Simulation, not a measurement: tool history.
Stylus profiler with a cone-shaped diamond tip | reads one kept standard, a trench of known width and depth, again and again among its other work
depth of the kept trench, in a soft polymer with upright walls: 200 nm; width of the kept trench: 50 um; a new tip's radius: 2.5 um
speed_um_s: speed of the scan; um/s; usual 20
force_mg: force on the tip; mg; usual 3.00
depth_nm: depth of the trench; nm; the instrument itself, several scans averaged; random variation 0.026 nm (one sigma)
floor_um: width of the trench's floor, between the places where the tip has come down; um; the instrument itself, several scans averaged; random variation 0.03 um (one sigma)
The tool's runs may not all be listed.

run	hour	speed_um_s	force_mg	depth_nm	floor_um
1	0.0	20	3.00	202.82	47.71
2	25.0	20	3.00	202.79	47.72
3	45.7	20	3.00	202.82	47.66
4	85.5	20	3.00	202.85	47.61
5	117.3	20	1.86	202.01	47.61
6	157.0	20	1.86	202.02	47.61
7	183.9	20	1.86	202.01	47.60
8	223.2	31	6.50	204.75	47.62
9	241.5	31	6.50	204.77	47.58
10	276.4	9	2.03	202.14	47.66
11	300.6	59	3.07	202.81	47.41
12	325.4	15	3.07	202.80	47.65
13	352.7	15	3.07	202.83	47.66
14	385.0	20	2.60	202.50	47.53

3 ways to go on from here, each from the tool as it stands after run 14. What would each give?
A	423.1	22	1.06	?	?
B	423.1	16	2.27	?	?
C	423.1	39	6.48	?	?

run	depth_nm	floor_um
A	201.33	47.46
B	202.23	47.61
C	204.70	47.58
Without the tool's hidden state the same runs would have given:
run	depth_nm	floor_um
A	201.50	47.82
B	202.39	47.97
C	204.87	47.94
